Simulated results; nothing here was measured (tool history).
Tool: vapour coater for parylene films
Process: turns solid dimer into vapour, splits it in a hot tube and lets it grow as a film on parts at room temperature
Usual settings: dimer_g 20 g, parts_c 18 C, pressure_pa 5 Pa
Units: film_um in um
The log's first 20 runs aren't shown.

run    hour  dimer_g  parts_c  pressure_pa  film_um
      659.7  -- trap's valve overhauled
 21   669.7       10       17         4.47     2.18
 22   708.5       15       14         4.62     3.55
      711.8  -- table's thermometer calibrated
 23   748.6       15       14         4.62      3.5
 24   776.2       15       14         4.62     3.46
 25   805.5       20       21            5      3.6
 26   832.5       21       17         8.06     4.11
 27   865.1       19       18         2.57      4.1
 28   900.4       19       18         2.57     4.19
 29     941       19       18         2.57      4.1
 30   966.2       11       14         2.65      2.7
      973.7  -- table's thermometer calibrated, once more
 31   997.8       27       20         9.96     4.88
 32    1032       35       14         2.92     9.04
 33  1064.8       20       11         8.11     5.01
 34  1091.1       20       10         8.11     5.18
 35  1122.6       20       10         8.11     5.09

Forecast each of these 3 alternatives for the next run:
  A  1157.4       12       18         3.96        ?
  B  1157.4       22       14            5        ?
  C  1157.4       20       18          2.7        ?

run  film_um
  A     2.55
  B     5.18
  C     4.46
Without the tool's hidden state the same runs would have given:
run  film_um
  A     2.64
  B     5.37
  C     4.62
